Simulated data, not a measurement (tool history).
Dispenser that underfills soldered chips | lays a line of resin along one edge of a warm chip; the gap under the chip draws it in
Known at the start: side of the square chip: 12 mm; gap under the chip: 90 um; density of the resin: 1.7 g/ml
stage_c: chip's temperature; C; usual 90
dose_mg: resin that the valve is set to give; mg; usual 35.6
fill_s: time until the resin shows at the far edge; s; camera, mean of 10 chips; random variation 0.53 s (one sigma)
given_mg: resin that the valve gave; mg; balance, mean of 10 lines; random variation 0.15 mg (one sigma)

run	hour	stage_c	dose_mg	fill_s	given_mg
1	0	90	35.6	80.1	35.01
# hour 2.5: new syringe of resin
2	13.8	100	35.6	51.8	34.88
# hour 19.3: new syringe of resin
3	26.4	100	35.6	44.7	34.62
# hour 28: dispensing valve cleaned and set on the balance
# hour 37.3: new syringe of resin
4	42	90	35.6	52.5	35.66
5	50.3	81	35.6	98.5	35.01
# hour 53.8: new syringe of resin
6	64.6	90	35.6	70.6	35.16
# hour 70.4: new syringe of resin
7	73.4	90	35.6	50.9	34.73
# hour 87: new syringe of resin
8	88	90	35	47.1	34.3
# hour 95.5: dispensing valve cleaned and set on the balance
9	99.5	90	35.6	71.9	35.62
# hour 105: new syringe of resin
10	111.8	90	35.6	59.8	35.4
11	119.8	90	35.6	83.6	35.04
# hour 121.8: new syringe of resin
12	128.5	90	35.6	60.3	35.18
13	136.3	90	35.6	81.7	35.03
# hour 138.5: new syringe of resin
14	148.7	90	35.6	68.4	35.16
# hour 154.9: new syringe of resin
# hour 162.5: dispensing valve cleaned and set on the balance
15	162.5	90	35.6	58.8	35.77
16	168.9	101	35.6	56.2	35.56
# hour 173.2: new syringe of resin
17	177.9	101	35.6	38.9	35.5
18	184.8	101	35.6	52	35.36
# hour 190.2: new syringe of resin
19	193.7	104	37.1	34	36.34
20	202.4	98	45.4	55.9	44.76
# hour 206.9: new syringe of resin
21	214.1	94	39.1	53.4	38.25
# hour 223.9: new syringe of resin
22	224.3	90	34.5	46.7	33.96
# hour 229.2: dispensing valve cleaned and set on the balance
23	233.8	100	46	47.4	45.86
# hour 241.6: new syringe of resin
24	244.5	100	46	37.8	45.66
25	255.1	100	46	57.8	45.34
# hour 258.8: new syringe of resin
26	264.6	100	46	41.7	45.22
27	271.1	104	31.9	50.4	31.31
# hour 275.3: new syringe of resin
28	282	76	39.1	92	38.2
29	291	92	35.6	81.1	34.29
# hour 292.2: new syringe of resin
# hour 296.6: dispensing valve cleaned and set on the balance
30	301.8	81	35.6	86.7	35.48
31	308.2	81	35.6	110.3	35.43
# hour 309.8: new syringe of resin
32	320.4	88	31	75.6	30.71
# hour 326.4: new syringe of resin
33	333.4	103	34.7	41.1	34.33
34	341.3	103	34.7	57.1	34.48

Some steps in fill_s between neighbouring runs. How much of each would the tool show without its hidden state too (settings, what came in, random variation), and how much is left for the hidden state, with any gauge scatter that isn't in both results?
The hidden state here: resin's viscosity, % of fresh resin's; dose that the valve gives, % of what is set; true chip temperature over the reading, C; drift of the gauge itself on fill_s, %; drift of the gauge itself on given_mg, %.
Run 4 -> 5: stage_c 90 -> 81. fill_s +46 s: hidden state +31.4, all else +14.6.
Run 27 -> 28: stage_c 104 -> 76, dose_mg 31.9 -> 39.1, new syringe of resin. fill_s +41.6 s: hidden state +4.6, all else +37.
Run 30 -> 31: no setting changed, nothing entered. fill_s +23.6 s: hidden state +24.8, all else -1.2.
Run 31 -> 32: stage_c 81 -> 88, dose_mg 35.6 -> 31, new syringe of resin. fill_s -34.7 s: hidden state -24.8, all else -9.9.
